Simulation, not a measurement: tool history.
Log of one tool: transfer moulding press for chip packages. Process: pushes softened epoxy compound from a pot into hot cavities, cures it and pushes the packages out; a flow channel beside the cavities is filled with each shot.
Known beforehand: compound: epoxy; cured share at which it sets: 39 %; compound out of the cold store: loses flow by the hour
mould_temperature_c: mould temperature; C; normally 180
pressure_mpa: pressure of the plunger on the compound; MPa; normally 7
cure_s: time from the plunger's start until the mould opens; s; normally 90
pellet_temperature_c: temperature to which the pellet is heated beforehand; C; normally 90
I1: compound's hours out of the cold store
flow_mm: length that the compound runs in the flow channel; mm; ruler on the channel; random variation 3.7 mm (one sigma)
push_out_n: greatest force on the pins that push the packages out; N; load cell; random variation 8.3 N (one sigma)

{"run": 1, "hour": 0.0, "mould_temperature_c": 180, "pressure_mpa": 7, "cure_s": 90, "pellet_temperature_c": 90, "I1": 36.9, "flow_mm": 712, "push_out_n": 570}
{"run": 2, "hour": 9.0, "mould_temperature_c": 180, "pressure_mpa": 7, "cure_s": 90, "pellet_temperature_c": 90, "I1": 43.7, "flow_mm": 700, "push_out_n": 571}
{"hour": 15.4, "done": "cavities cleaned with cleaning compound and waxed"}
{"run": 3, "hour": 16.6, "mould_temperature_c": 184, "pressure_mpa": 7, "cure_s": 90, "pellet_temperature_c": 90, "I1": 43.8, "flow_mm": 702, "push_out_n": 336}
{"run": 4, "hour": 27.2, "mould_temperature_c": 180, "pressure_mpa": 6.12, "cure_s": 90, "pellet_temperature_c": 90, "I1": 42.5, "flow_mm": 658, "push_out_n": 436}
{"run": 5, "hour": 34.8, "mould_temperature_c": 180, "pressure_mpa": 6.12, "cure_s": 90, "pellet_temperature_c": 90, "I1": 17.7, "flow_mm": 710, "push_out_n": 488}
{"run": 6, "hour": 40.0, "mould_temperature_c": 180, "pressure_mpa": 6.12, "cure_s": 90, "pellet_temperature_c": 90, "I1": 29.9, "flow_mm": 683, "push_out_n": 498}
{"run": 7, "hour": 45.4, "mould_temperature_c": 180, "pressure_mpa": 6.12, "cure_s": 90, "pellet_temperature_c": 90, "I1": 40, "flow_mm": 658, "push_out_n": 510}
{"run": 8, "hour": 57.8, "mould_temperature_c": 180, "pressure_mpa": 6.12, "cure_s": 90, "pellet_temperature_c": 90, "I1": 45.8, "flow_mm": 646, "push_out_n": 544}
{"run": 9, "hour": 67.8, "mould_temperature_c": 180, "pressure_mpa": 6.12, "cure_s": 90, "pellet_temperature_c": 90, "I1": 41, "flow_mm": 655, "push_out_n": 539}
{"run": 10, "hour": 73.7, "mould_temperature_c": 180, "pressure_mpa": 6.12, "cure_s": 90, "pellet_temperature_c": 90, "I1": 21.8, "flow_mm": 704, "push_out_n": 588}
{"run": 11, "hour": 79.3, "mould_temperature_c": 180, "pressure_mpa": 7, "cure_s": 90, "pellet_temperature_c": 82, "I1": 34.3, "flow_mm": 716, "push_out_n": 591}
{"run": 12, "hour": 84.5, "mould_temperature_c": 180, "pressure_mpa": 7, "cure_s": 90, "pellet_temperature_c": 97, "I1": 41.6, "flow_mm": 697, "push_out_n": 534}
{"hour": 94.4, "done": "cavities cleaned with cleaning compound and waxed"}
{"run": 13, "hour": 97.3, "mould_temperature_c": 180, "pressure_mpa": 7.38, "cure_s": 90, "pellet_temperature_c": 90, "I1": 37.2, "flow_mm": 723, "push_out_n": 407}
{"hour": 100.0, "done": "mould's thermocouples calibrated"}
{"run": 14, "hour": 110.1, "mould_temperature_c": 180, "pressure_mpa": 7.38, "cure_s": 90, "pellet_temperature_c": 90, "I1": 42.7, "flow_mm": 713, "push_out_n": 459}
{"run": 15, "hour": 120.5, "mould_temperature_c": 180, "pressure_mpa": 7.38, "cure_s": 90, "pellet_temperature_c": 90, "I1": 31.2, "flow_mm": 741, "push_out_n": 530}
{"run": 16, "hour": 126.0, "mould_temperature_c": 180, "pressure_mpa": 7.38, "cure_s": 90, "pellet_temperature_c": 90, "I1": 16.9, "flow_mm": 777, "push_out_n": 548}
{"run": 17, "hour": 134.4, "mould_temperature_c": 180, "pressure_mpa": 6.88, "cure_s": 105, "pellet_temperature_c": 90, "I1": 18.6, "flow_mm": 743, "push_out_n": 454}
{"run": 18, "hour": 144.4, "mould_temperature_c": 181, "pressure_mpa": 6.85, "cure_s": 109, "pellet_temperature_c": 84, "I1": 17.9, "flow_mm": 739, "push_out_n": 450}
{"run": 19, "hour": 154.1, "mould_temperature_c": 180, "pressure_mpa": 7.17, "cure_s": 116, "pellet_temperature_c": 87, "I1": 23.6, "flow_mm": 741, "push_out_n": 448}
{"run": 20, "hour": 160.0, "mould_temperature_c": 180, "pressure_mpa": 7.17, "cure_s": 116, "pellet_temperature_c": 87, "I1": 27.3, "flow_mm": 733, "push_out_n": 442}
{"run": 21, "hour": 171.9, "mould_temperature_c": 173, "pressure_mpa": 7, "cure_s": 90, "pellet_temperature_c": 97, "I1": 11.6, "flow_mm": 770, "push_out_n": 937}
{"hour": 176.1, "done": "mould's thermocouples calibrated, once more"}
{"hour": 177.6, "done": "cavities cleaned with cleaning compound and waxed"}
{"run": 22, "hour": 185.3, "mould_temperature_c": 188, "pressure_mpa": 6.71, "cure_s": 93, "pellet_temperature_c": 90, "I1": 48, "flow_mm": 653, "push_out_n": 319}
{"run": 23, "hour": 197.1, "mould_temperature_c": 188, "pressure_mpa": 6.71, "cure_s": 93, "pellet_temperature_c": 90, "I1": 29.4, "flow_mm": 696, "push_out_n": 356}
{"run": 24, "hour": 204.2, "mould_temperature_c": 186, "pressure_mpa": 7, "cure_s": 73, "pellet_temperature_c": 90, "I1": 16.7, "flow_mm": 732, "push_out_n": 610}
{"hour": 214.3, "done": "plunger's sealing rings changed"}
{"run": 25, "hour": 214.5, "mould_temperature_c": 182, "pressure_mpa": 7, "cure_s": 73, "pellet_temperature_c": 92, "I1": 47.3, "flow_mm": 704, "push_out_n": 723}
{"run": 26, "hour": 226.6, "mould_temperature_c": 175, "pressure_mpa": 7, "cure_s": 90, "pellet_temperature_c": 90, "I1": 25.9, "flow_mm": 767, "push_out_n": 717}
{"run": 27, "hour": 239.1, "mould_temperature_c": 175, "pressure_mpa": 7.28, "cure_s": 106, "pellet_temperature_c": 90, "I1": 29.5, "flow_mm": 779, "push_out_n": 531}
{"run": 28, "hour": 244.4, "mould_temperature_c": 175, "pressure_mpa": 7.28, "cure_s": 106, "pellet_temperature_c": 90, "I1": 30.3, "flow_mm": 776, "push_out_n": 538}
{"run": 29, "hour": 251.1, "mould_temperature_c": 175, "pressure_mpa": 8.74, "cure_s": 106, "pellet_temperature_c": 81, "I1": 47.3, "flow_mm": 808, "push_out_n": 535}

4 ways to go on from here, each from the tool as it stands after run 29. What would each give?
{"run": "A", "hour": 257.0, "mould_temperature_c": 185, "pressure_mpa": 8.74, "cure_s": 99, "pellet_temperature_c": 94, "I1": 17.3, "flow_mm": "?", "push_out_n": "?"}
{"run": "B", "hour": 257.0, "mould_temperature_c": 175, "pressure_mpa": 7.53, "cure_s": 102, "pellet_temperature_c": 95, "I1": 28.4, "flow_mm": "?", "push_out_n": "?"}
{"run": "C", "hour": 257.0, "mould_temperature_c": 177, "pressure_mpa": 8.74, "cure_s": 71, "pellet_temperature_c": 90, "I1": 41.5, "flow_mm": "?", "push_out_n": "?"}
{"run": "D", "hour": 257.0, "mould_temperature_c": 175, "pressure_mpa": 8.74, "cure_s": 82, "pellet_temperature_c": 81, "I1": 47.7, "flow_mm": "?", "push_out_n": "?"}

run=A flow_mm=856 push_out_n=437
run=B flow_mm=783 push_out_n=561
run=C flow_mm=815 push_out_n=1176
run=D flow_mm=802 push_out_n=921
What these runs would have given with no unlogged condition in the tool:
run=A flow_mm=861 push_out_n=276
run=B flow_mm=788 push_out_n=352
run=C flow_mm=820 push_out_n=739
run=D flow_mm=807 push_out_n=581

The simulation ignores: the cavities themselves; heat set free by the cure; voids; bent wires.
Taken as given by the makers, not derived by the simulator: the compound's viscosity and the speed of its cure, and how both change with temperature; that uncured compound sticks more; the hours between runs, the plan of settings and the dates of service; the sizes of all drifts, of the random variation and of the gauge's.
